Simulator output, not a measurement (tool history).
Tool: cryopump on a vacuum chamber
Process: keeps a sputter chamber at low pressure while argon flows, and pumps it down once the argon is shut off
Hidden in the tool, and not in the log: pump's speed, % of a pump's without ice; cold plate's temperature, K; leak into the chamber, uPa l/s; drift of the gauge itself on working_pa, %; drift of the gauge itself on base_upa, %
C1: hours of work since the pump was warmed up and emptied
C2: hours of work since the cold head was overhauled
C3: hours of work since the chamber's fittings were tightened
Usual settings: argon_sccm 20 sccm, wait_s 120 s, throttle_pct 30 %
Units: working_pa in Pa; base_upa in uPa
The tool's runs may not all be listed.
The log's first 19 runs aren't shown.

Run 20, day 53.483: usual settings but argon_sccm 39 sccm, wait_s 167 s; C1 91; C2 1034; C3 1241. Result: working_pa 0.213 Pa, base_upa 2.25 uPa.
Run 21, day 56.029: usual settings but argon_sccm 39 sccm, wait_s 167 s; C1 116; C2 1059; C3 1266. Result: working_pa 0.214 Pa, base_upa 2.24 uPa.
Run 22, day 57.85: usual settings but wait_s 158 s; C1 135; C2 1077; C3 1285. Result: working_pa 0.1096 Pa, base_upa 2.41 uPa.
Run 23, day 60.296: usual settings but wait_s 158 s; C1 159; C2 1102; C3 1309. Result: working_pa 0.1113 Pa, base_upa 2.42 uPa.
Run 24, day 62.938: usual settings but argon_sccm 19 sccm, throttle_pct 39 %; C1 185; C2 1128; C3 1335. Result: working_pa 0.0806 Pa, base_upa 2.57 uPa.
Run 25, day 66.283: usual settings but argon_sccm 30 sccm, wait_s 41 s; C1 219; C2 1161; C3 1369. Result: working_pa 0.1662 Pa, base_upa 3.83 uPa.
Run 26, day 69.004: usual settings but argon_sccm 25 sccm, wait_s 59 s, throttle_pct 16 %; C1 246; C2 1189; C3 1396. Result: working_pa 0.2581 Pa, base_upa 3.32 uPa.
Run 27, day 71.708: usual settings but argon_sccm 25 sccm, wait_s 59 s, throttle_pct 16 %; C1 273; C2 1216; C3 1423. Result: working_pa 0.2585 Pa, base_upa 3.45 uPa.
Run 28, day 75.208: usual settings but argon_sccm 26 sccm, wait_s 195 s, throttle_pct 16 %; C1 308; C2 1250; C3 1458. Result: working_pa 0.2675 Pa, base_upa 2.62 uPa.
Run 29, day 78.438: usual settings but argon_sccm 26 sccm, wait_s 195 s, throttle_pct 16 %; C1 340; C2 1283; C3 1490. Result: working_pa 0.269 Pa, base_upa 2.62 uPa.
Run 30, day 82.183: usual settings but argon_sccm 23 sccm, wait_s 33 s, throttle_pct 18 %; C1 378; C2 1320; C3 1527. Result: working_pa 0.2122 Pa, base_upa 4.57 uPa.
Run 31, day 83.808: usual settings but argon_sccm 14 sccm, wait_s 23 s; C1 394; C2 1336; C3 1544. Result: working_pa 0.0784 Pa, base_upa 5.43 uPa.
Run 32, day 86.2: usual settings but argon_sccm 9 sccm, wait_s 46 s, throttle_pct 53 %; C1 418; C2 1360; C3 1568. Result: working_pa 0.0292 Pa, base_upa 4.03 uPa.
Run 33, day 88.354: usual settings but argon_sccm 19 sccm, wait_s 115 s, throttle_pct 22 %; C1 439; C2 1382; C3 1589. Result: working_pa 0.1438 Pa, base_upa 3.08 uPa.
Run 34, day 91.225: usual settings but argon_sccm 9 sccm, wait_s 54 s, throttle_pct 22 %; C1 468; C2 1410; C3 1618. Result: working_pa 0.0685 Pa, base_upa 3.85 uPa.

Forecast each of these 4 alternatives for the next run:
Run A, day 92.871: usual settings but argon_sccm 19 sccm, wait_s 54 s, throttle_pct 36 %; C1 484; C2 1427; C3 1634. Result: working_pa ?, base_upa ?.
Run B, day 92.871: usual settings but argon_sccm 9 sccm, wait_s 54 s, throttle_pct 19 %; C1 484; C2 1427; C3 1634. Result: working_pa ?, base_upa ?.
Run C, day 92.871: usual settings but argon_sccm 9 sccm, wait_s 195 s, throttle_pct 26 %; C1 484; C2 1427; C3 1634. Result: working_pa ?, base_upa ?.
Run D, day 92.871: usual settings but argon_sccm 24 sccm, wait_s 54 s, throttle_pct 22 %; C1 484; C2 1427; C3 1634. Result: working_pa ?, base_upa ?.

run  working_pa  base_upa
  A      0.0899      3.89
  B      0.0792      3.83
  C      0.0578      2.89
  D       0.184      3.92
Without the tool's hidden state the same runs would have given:
run  working_pa  base_upa
  A      0.0862      1.65
  B      0.0775      1.63
  C      0.0561      0.65
  D      0.1793      1.67
